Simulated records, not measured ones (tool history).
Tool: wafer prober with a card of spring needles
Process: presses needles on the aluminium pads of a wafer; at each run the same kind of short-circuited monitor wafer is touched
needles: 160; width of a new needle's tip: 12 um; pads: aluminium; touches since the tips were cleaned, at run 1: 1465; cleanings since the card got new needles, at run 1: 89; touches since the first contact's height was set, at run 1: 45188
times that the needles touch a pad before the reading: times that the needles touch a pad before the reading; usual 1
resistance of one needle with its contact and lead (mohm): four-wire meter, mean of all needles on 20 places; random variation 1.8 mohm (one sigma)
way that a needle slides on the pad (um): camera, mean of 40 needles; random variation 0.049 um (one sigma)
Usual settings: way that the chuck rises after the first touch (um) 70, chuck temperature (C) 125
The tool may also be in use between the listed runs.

run,hour,way that the chuck rises after the first touch (um),chuck temperature (C),times that the needles touch a pad before the reading,touches since the tips were cleaned,cleanings since the card got new needles,touches since the first contact's height was set,resistance of one needle with its contact and lead (mohm),way that a needle slides on the pad (um)
1,0,70,125,1,1465,89,45188,188,9.83
# hour 1.5: tips cleaned on abrasive film
# hour 5.3: tips cleaned on abrasive film
# hour 8.6: tips cleaned on abrasive film
2,10.5,70,125,1,1082,92,51184,187,9.83
# hour 12.1: tips cleaned on abrasive film
# hour 16.1: tips cleaned on abrasive film
3,16.3,55,125,1,86,94,54486,190,7.75
# hour 19.8: tips cleaned on abrasive film
# hour 23.1: tips cleaned on abrasive film
# hour 26.5: tips cleaned on abrasive film
4,27.7,55,125,1,677,97,61015,189,7.7
# hour 30: tips cleaned on abrasive film
# hour 33.9: tips cleaned on abrasive film
# hour 37.4: tips cleaned on abrasive film
5,39.5,55,125,1,1208,100,67810,191,7.73
# hour 41.2: tips cleaned on abrasive film
# hour 45: tips cleaned on abrasive film
6,46.5,70,125,1,897,102,71817,189,9.81
# hour 48.9: tips cleaned on abrasive film
# hour 52.5: tips cleaned on abrasive film
# hour 56: tips cleaned on abrasive film
7,57.2,70,125,1,690,105,77952,186,9.84
# hour 59.5: tips cleaned on abrasive film
# hour 63: tips cleaned on abrasive film
# hour 66.5: tips cleaned on abrasive film
8,67.7,62,125,1,657,108,83943,191,8.73
# hour 70: tips cleaned on abrasive film
# hour 73.4: tips cleaned on abrasive film
# hour 77.2: tips cleaned on abrasive film
9,79.2,70,62,1,1169,111,90583,175,9.87
# hour 80.7: tips cleaned on abrasive film
# hour 84.2: tips cleaned on abrasive film
# hour 87.9: tips cleaned on abrasive film
10,90.2,70,62,1,1338,114,96888,176,9.73
# hour 91.9: tips cleaned on abrasive film
# hour 95.4: tips cleaned on abrasive film
11,98.1,70,43,1,1595,116,101396,172,9.76
# hour 98.9: tips cleaned on abrasive film
# hour 102.5: tips cleaned on abrasive film
12,103.3,70,43,1,525,118,104392,176,9.85
# hour 106.1: tips cleaned on abrasive film
# hour 110.2: tips cleaned on abrasive film
# hour 114: tips cleaned on abrasive film
13,115,70,125,1,606,121,111113,185,9.77
# hour 117.5: tips cleaned on abrasive film
# hour 121.4: tips cleaned on abrasive film
14,124.4,70,125,2,1783,123,116502,189,9.92
# hour 125: tips cleaned on abrasive film
# hour 129: tips cleaned on abrasive film
# hour 132.6: tips cleaned on abrasive film
15,132.6,53,125,2,0,126,121182,189,7.46
# hour 136.4: tips cleaned on abrasive film
# hour 140.4: tips cleaned on abrasive film
16,141.2,53,125,2,486,128,126103,189,7.42
# hour 144.1: tips cleaned on abrasive film
# hour 148.2: tips cleaned on abrasive film
# hour 151.9: tips cleaned on abrasive film
17,153.1,53,125,2,736,131,132970,188,7.42
# hour 155.2: tips cleaned on abrasive film
# hour 158.8: tips cleaned on abrasive film
18,160.7,53,125,2,1110,133,137304,192,7.4
# hour 162.1: tips cleaned on abrasive film
# hour 165.8: tips cleaned on abrasive film
19,167.8,53,125,2,1165,135,141357,188,7.4
# hour 169.2: tips cleaned on abrasive film
# hour 173.1: tips cleaned on abrasive film
# hour 174.8: height of the first contact set anew
20,175.9,53,28,2,1446,137,603,173,7.42
# hour 177.3: tips cleaned on abrasive film
# hour 181: tips cleaned on abrasive film
# hour 185: tips cleaned on abrasive film
21,185.8,70,125,2,419,140,6252,187,9.87
# hour 189: tips cleaned on abrasive film
22,191.5,70,125,2,1476,141,9608,189,9.78
# hour 193: tips cleaned on abrasive film
# hour 196.5: tips cleaned on abrasive film
# hour 200.4: tips cleaned on abrasive film
23,201.9,70,125,2,891,144,15530,189,9.9
# hour 204.2: tips cleaned on abrasive film
# hour 207.6: tips cleaned on abrasive film
# hour 211: tips cleaned on abrasive film
24,211.7,53,26,2,449,147,21160,169,7.47
# hour 214.6: tips cleaned on abrasive film
# hour 218.5: tips cleaned on abrasive film
25,219,53,26,2,302,149,25307,173,7.49
# hour 222.2: tips cleaned on abrasive film
# hour 226.1: tips cleaned on abrasive film
26,227.3,53,116,2,715,151,30098,185,7.42
# hour 229.5: tips cleaned on abrasive film
# hour 233.1: tips cleaned on abrasive film
# hour 236.8: tips cleaned on abrasive film
27,236.8,86,58,1,0,154,35491,175,12.04

Forecast run 28:
# hour 240.9: tips cleaned on abrasive film
28,242.6,64,73,1,1057,155,38899,?,?

resistance of one needle with its contact and lead (mohm): 179
way that a needle slides on the pad (um): 9.08
Without the tool's hidden state the same run would have given resistance of one needle with its contact and lead (mohm) 178, way that a needle slides on the pad (um) 9.09.
